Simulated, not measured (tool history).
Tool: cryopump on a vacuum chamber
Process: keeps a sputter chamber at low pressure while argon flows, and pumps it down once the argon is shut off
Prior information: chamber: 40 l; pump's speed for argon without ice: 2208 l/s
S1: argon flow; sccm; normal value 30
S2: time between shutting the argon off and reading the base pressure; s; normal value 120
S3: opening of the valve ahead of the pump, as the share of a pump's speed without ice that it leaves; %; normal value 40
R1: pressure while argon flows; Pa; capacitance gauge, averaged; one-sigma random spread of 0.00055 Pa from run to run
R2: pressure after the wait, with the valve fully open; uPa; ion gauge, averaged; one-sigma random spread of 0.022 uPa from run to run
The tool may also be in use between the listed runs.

| run | day | S1 | S2 | S3 | R1 | R2 |
|---|---|---|---|---|---|---|
| 1 | 0.000 | 30 | 120 | 40 | 0.0594 | 0.99 |
| 2 | 0.479 | 30 | 120 | 40 | 0.0595 | 0.95 |
| 3 | 1.217 | 30 | 251 | 40 | 0.0594 | 0.71 |
| 4 | 1.954 | 30 | 38 | 40 | 0.0599 | 2.09 |
| 5 | 2.412 | 30 | 38 | 40 | 0.0607 | 2.08 |
| 6 | 3.242 | 30 | 38 | 40 | 0.0606 | 2.02 |
| 7 | 4.054 | 30 | 38 | 40 | 0.0612 | 2.08 |
| 8 | 4.992 | 30 | 38 | 40 | 0.0619 | 2.04 |
| 9 | 5.579 | 30 | 120 | 40 | 0.0621 | 1.04 |
| 10 | 6.367 | 30 | 120 | 40 | 0.0622 | 1.02 |
| 11 | 6.925 | 30 | 120 | 40 | 0.0622 | 1.03 |
| 12 | 7.721 | 30 | 120 | 40 | 0.0624 | 1.07 |
| 13 | 8.242 | 30 | 120 | 40 | 0.0628 | 1.08 |
| 14 | 8.729 | 16 | 231 | 54 | 0.0257 | 0.84 |
| 15 | 9.175 | 16 | 231 | 54 | 0.0257 | 0.86 |
| 16 | 9.767 | 53 | 100 | 45 | 0.1008 | 1.18 |
| 17 | 10.600 | 53 | 100 | 45 | 0.1019 | 1.23 |
| 18 | 11.292 | 53 | 100 | 45 | 0.1013 | 1.22 |
| 19 | 11.775 | 54 | 21 | 38 | 0.1210 | 3.37 |
| 20 | 12.304 | 54 | 21 | 38 | 0.1213 | 3.45 |
| 21 | 13.192 | 54 | 21 | 38 | 0.1225 | 3.52 |
| 22 | 13.942 | 27 | 161 | 38 | 0.0622 | 1.05 |
| 23 | 14.738 | 22 | 161 | 24 | 0.0760 | 1.08 |

Predict each of these 3 candidate next runs independently; none follows another, all start after run 23:
| A | 15.238 | 22 | 161 | 24 | ? | ? |
| B | 15.238 | 13 | 120 | 36 | ? | ? |
| C | 15.238 | 24 | 210 | 51 | ? | ? |

| run | R1 | R2 |
|---|---|---|
| A | 0.0758 | 1.06 |
| B | 0.0319 | 1.14 |
| C | 0.0433 | 0.92 |
With the hidden condition removed and each run's random variation left untouched, the same runs would have given:
| run | R1 | R2 |
|---|---|---|
| A | 0.0695 | 0.49 |
| B | 0.0282 | 0.57 |
| C | 0.0365 | 0.35 |
